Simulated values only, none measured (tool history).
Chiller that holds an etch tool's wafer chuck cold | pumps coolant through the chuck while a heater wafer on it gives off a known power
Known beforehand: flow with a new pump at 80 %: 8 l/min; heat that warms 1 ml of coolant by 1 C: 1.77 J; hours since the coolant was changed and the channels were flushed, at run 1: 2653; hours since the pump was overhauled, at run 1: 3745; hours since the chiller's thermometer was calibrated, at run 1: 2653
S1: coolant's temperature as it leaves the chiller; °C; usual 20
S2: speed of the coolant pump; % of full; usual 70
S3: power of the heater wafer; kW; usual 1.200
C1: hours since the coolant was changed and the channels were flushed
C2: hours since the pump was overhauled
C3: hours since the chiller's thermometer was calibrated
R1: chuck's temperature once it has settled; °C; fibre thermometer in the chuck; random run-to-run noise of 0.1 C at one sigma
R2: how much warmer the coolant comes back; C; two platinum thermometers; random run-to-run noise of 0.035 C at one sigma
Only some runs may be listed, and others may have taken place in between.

Run 1, day 0.000: usual settings; C1 2653; C2 3745; C3 2653. Result: R1 39.3 °C, R2 6.14 C.
Run 2, day 1.825: usual settings; C1 2697; C2 3789; C3 2697. Result: R1 39.3 °C, R2 6.16 C.
Run 3, day 6.042: usual settings; C1 2798; C2 3890; C3 2798. Result: R1 39.6 °C, R2 6.14 C.
Run 4, day 8.683: usual settings but S1 30 °C; C1 2862; C2 3953; C3 2862. Result: R1 49.5 °C, R2 6.02 C.
Run 5, day 10.950: usual settings; C1 2916; C2 4008; C3 2916. Result: R1 39.7 °C, R2 6.21 C.
Run 6, day 15.117: usual settings; C1 3016; C2 4108; C3 3016. Result: R1 39.7 °C, R2 6.21 C.
Run 7, day 19.075: usual settings; C1 3111; C2 4203; C3 3111. Result: R1 39.8 °C, R2 6.11 C.
Run 8, day 22.988: usual settings; C1 3205; C2 4297; C3 3205. Result: R1 39.7 °C, R2 6.19 C.
At day 24.333: chiller's thermometer calibrated.
Run 9, day 26.738: usual settings but S2 82 % of full; C1 3294; C2 4386; C3 58. Result: R1 36.8 °C, R2 5.22 C.
Run 10, day 30.458: usual settings but S1 24 °C; C1 3383; C2 4475; C3 147. Result: R1 43.7 °C, R2 6.18 C.
Run 11, day 33.254: usual settings but S1 24 °C; C1 3451; C2 4542; C3 214. Result: R1 43.8 °C, R2 6.24 C.
Run 12, day 35.762: usual settings but S1 24 °C; C1 3511; C2 4602; C3 274. Result: R1 43.7 °C, R2 6.21 C.
Run 13, day 39.383: usual settings but S1 24 °C; C1 3598; C2 4689; C3 361. Result: R1 43.7 °C, R2 6.21 C.
Run 14, day 43.208: usual settings but S2 85 % of full; C1 3689; C2 4781; C3 453. Result: R1 36.6 °C, R2 5.11 C.
Run 15, day 46.896: usual settings but S2 85 % of full; C1 3778; C2 4869; C3 542. Result: R1 36.6 °C, R2 5.04 C.
Run 16, day 49.067: usual settings but S2 85 % of full; C1 3830; C2 4921; C3 594. Result: R1 36.7 °C, R2 5.13 C.
Run 17, day 52.038: usual settings but S2 85 % of full; C1 3901; C2 4993; C3 665. Result: R1 36.9 °C, R2 5.16 C.
Run 18, day 53.888: usual settings but S2 85 % of full; C1 3946; C2 5037; C3 709. Result: R1 36.8 °C, R2 5.12 C.
Run 19, day 55.879: usual settings but S2 80 % of full; C1 3994; C2 5085; C3 757. Result: R1 37.8 °C, R2 5.39 C.
Run 20, day 59.921: usual settings but S1 14 °C, S2 73 % of full; C1 4091; C2 5182; C3 854. Result: R1 33.5 °C, R2 6.02 C.
Run 21, day 62.792: usual settings but S1 23 °C, S3 0.663 kW; C1 4159; C2 5251; C3 923. Result: R1 34.4 °C, R2 3.48 C.
Run 22, day 66.717: usual settings but S1 23 °C, S3 0.663 kW; C1 4254; C2 5345; C3 1017. Result: R1 34.3 °C, R2 3.47 C.
Run 23, day 69.438: usual settings but S1 23 °C, S3 0.663 kW; C1 4319; C2 5410; C3 1083. Result: R1 34.2 °C, R2 3.49 C.
Run 24, day 72.696: usual settings but S1 23 °C, S3 0.663 kW; C1 4397; C2 5489; C3 1161. Result: R1 34.5 °C, R2 3.47 C.
Run 25, day 76.208: usual settings but S1 16 °C, S2 68 % of full, S3 1.616 kW; C1 4481; C2 5573; C3 1245. Result: R1 44.1 °C, R2 8.67 C.
Run 26, day 80.475: usual settings but S1 16 °C, S2 68 % of full, S3 1.616 kW; C1 4584; C2 5675; C3 1347. Result: R1 44.4 °C, R2 8.70 C.
Run 27, day 82.725: usual settings but S1 16 °C, S2 71 % of full, S3 1.616 kW; C1 4638; C2 5729; C3 1401. Result: R1 43.4 °C, R2 8.40 C.
Run 28, day 86.262: usual settings but S1 11 °C, S2 62 % of full; C1 4723; C2 5814; C3 1486. Result: R1 34.1 °C, R2 7.07 C.
Run 29, day 89.250: usual settings but S1 11 °C, S2 62 % of full; C1 4794; C2 5886; C3 1558. Result: R1 34.2 °C, R2 7.09 C.
Run 30, day 92.396: usual settings but S1 23 °C, S2 89 % of full; C1 4870; C2 5961; C3 1633. Result: R1 39.5 °C, R2 4.98 C.
At day 93.883: coolant changed, channels flushed.
Run 31, day 96.388: usual settings but S1 25 °C, S2 68 % of full, S3 0.860 kW; C1 60; C2 6051; C3 1723. Result: R1 38.8 °C, R2 4.67 C.

Here are 3 independent what-if runs from the current tool condition. What would each one return?
Run A, day 98.138: usual settings but S1 21 °C, S2 69 % of full, S3 0.761 kW; C1 102; C2 6093; C3 1765. Result: R1 ?, R2 ?.
Run B, day 98.138: usual settings but S1 27 °C, S2 68 % of full, S3 1.665 kW; C1 102; C2 6093; C3 1765. Result: R1 ?, R2 ?.
Run C, day 98.138: usual settings but S1 25 °C, S2 77 % of full, S3 0.860 kW; C1 102; C2 6093; C3 1765. Result: R1 ?, R2 ?.

run    R1    R2
  A  33.1  4.08
  B  53.5  9.04
  C  37.5  4.09
With the hidden condition removed and each run's random variation left untouched, the same runs would have given:
run    R1    R2
  A  31.9  3.76
  B  51.3  8.33
  C  36.3  3.77
